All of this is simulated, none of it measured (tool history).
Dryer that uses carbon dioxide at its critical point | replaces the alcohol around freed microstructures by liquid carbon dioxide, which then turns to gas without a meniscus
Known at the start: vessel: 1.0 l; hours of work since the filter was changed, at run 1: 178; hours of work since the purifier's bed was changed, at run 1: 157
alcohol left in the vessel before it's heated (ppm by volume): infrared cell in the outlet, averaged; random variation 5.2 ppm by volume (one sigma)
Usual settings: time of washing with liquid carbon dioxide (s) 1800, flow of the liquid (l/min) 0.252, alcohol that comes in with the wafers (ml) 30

run,hour,time of washing with liquid carbon dioxide (s),flow of the liquid (l/min),alcohol that comes in with the wafers (ml),hours of work since the filter was changed,hours of work since the purifier's bed was changed,alcohol left in the vessel before it's heated (ppm by volume)
1,0.0,1800,0.252,30,178,157,213
2,17.1,1800,0.252,30,190,168,213
3,30.8,1800,0.252,30,199,177,230
4,39.3,1800,0.252,30,205,183,233
5,49.4,1800,0.252,30,211,189,211
6,62.5,1800,0.252,30,220,198,235
7,76.4,1800,0.252,30,229,207,248
8,91.3,1800,0.252,30,239,217,254
9,101.8,1800,0.252,30,246,224,259
10,112.6,1800,0.252,30,253,231,268
11,128.6,2640,0.356,94,264,242,43
12,138.7,1260,0.277,28,271,249,749
13,146.9,1680,0.164,33,276,254,1755
# hour 155.4: inlet filter changed
14,155.8,1920,0.170,33,0,259,547
15,167.2,2220,0.153,52,8,267,686
16,176.7,1200,0.271,25,14,273,449
17,190.7,1200,0.165,73,23,283,5911
18,199.1,1740,0.175,118,29,288,2551
19,216.4,1740,0.175,118,41,300,2625
20,231.3,1680,0.175,118,50,310,3046

3 ways to go on from here, each from the tool as it stands after run 20. What would each give?
A,241.9,2460,0.231,118,57,317,?
B,241.9,1440,0.252,30,57,317,?
C,241.9,1500,0.291,35,57,317,?

run,alcohol left in the vessel before it's heated (ppm by volume)
A,143
B,397
C,203
Without the tool's hidden state the same runs would have given:
run,alcohol left in the vessel before it's heated (ppm by volume)
A,88
B,314
C,142

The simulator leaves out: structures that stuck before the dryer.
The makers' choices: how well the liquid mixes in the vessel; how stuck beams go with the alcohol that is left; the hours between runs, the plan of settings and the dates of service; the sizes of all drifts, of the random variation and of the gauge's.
